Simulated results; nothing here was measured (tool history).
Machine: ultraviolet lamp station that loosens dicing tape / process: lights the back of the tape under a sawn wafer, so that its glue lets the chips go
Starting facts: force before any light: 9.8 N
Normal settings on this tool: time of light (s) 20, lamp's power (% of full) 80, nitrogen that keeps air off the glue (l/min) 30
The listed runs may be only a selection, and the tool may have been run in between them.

run    hour  time of light (s)  lamp's power (% of full)  nitrogen that keeps air off the glue (l/min)  force that peels the tape off (N)  light that reached the tape (mJ/cm²)
  1     0.0                 20                        80                                            30                              0.710                                   127
       22.5  -- window cleaned of glue's vapour
  2    84.6                 20                        80                                            30                              0.661                                   127
  3   129.6                 20                        80                                            30                              0.710                                   126
  4   204.5                 20                        80                                            30                              0.796                                   121
  5   294.7                 20                        80                                            30                              0.899                                   117
      314.8  -- lamp changed
  6   373.6                 20                        80                                            30                              0.303                                   190
  7   423.1                 20                        80                                            42                              0.278                                   187
  8   484.6                 34                        80                                            30                              0.163                                   312
  9   536.8                 20                        80                                            30                              0.325                                   183
 10   613.6                 24                        80                                            30                              0.246                                   209
 11   694.8                 20                        68                                            30                              0.564                                   139
      748.1  -- window cleaned of glue's vapour
 12   749.7                 20                        68                                            30                              0.538                                   144
 13   817.3                 20                        68                                            30                              0.556                                   142
 14   857.4                 20                        68                                            13                              0.935                                   139
 15   896.6                 20                        83                                            28                              0.393                                   169
 16   989.0                 20                        83                                            28                              0.429                                   160
 17  1080.2                 20                        83                                            28                              0.486                                   154
 18  1135.5                 20                        80                                            51                              0.434                                   144
 19  1204.4                 20                        94                                            21                              0.486                                   167
 20  1260.3                 10                        80                                            14                              2.790                                    68
 21  1332.3                 14                        76                                            16                              1.989                                    87
 22  1425.1                 20                        80                                            17                              0.987                                   128
     1474.9  -- window cleaned of glue's vapour
 23  1479.0                 25                        92                                            22                              0.351                                   186
 24  1560.7                 25                        92                                            22                              0.408                                   175
 25  1609.1                 25                        92                                            22                              0.431                                   174
     1644.0  -- lamp changed
 26  1676.0                 32                        71                                            18                              0.193                                   271
 27  1753.4                 15                        91                                            21                              0.494                                   159
 28  1844.8                 17                        80                                            30                              0.478                                   154

Each row is a separate what-if for the run after 28, all from the same tool condition, not one after another. Results?
  A  1932.2                 13                        80                                            11                                  ?                                     ?
  B  1932.2                 30                        80                                            23                                  ?                                     ?
  C  1932.2                 17                        84                                            30                                  ?                                     ?
  D  1932.2                 27                        89                                            30                                  ?                                     ?
  E  1932.2                 19                        91                                            30                                  ?                                     ?

run  force that peels the tape off (N)  light that reached the tape (mJ/cm²)
  A                              1.560                                   109
  B                              0.179                                   259
  C                              0.471                                   156
  D                              0.165                                   257
  E                              0.299                                   185
Without the tool's hidden state the same runs would have given:
run  force that peels the tape off (N)  light that reached the tape (mJ/cm²)
  A                              1.185                                   127
  B                              0.155                                   301
  C                              0.335                                   180
  D                              0.147                                   298
  E                              0.223                                   214
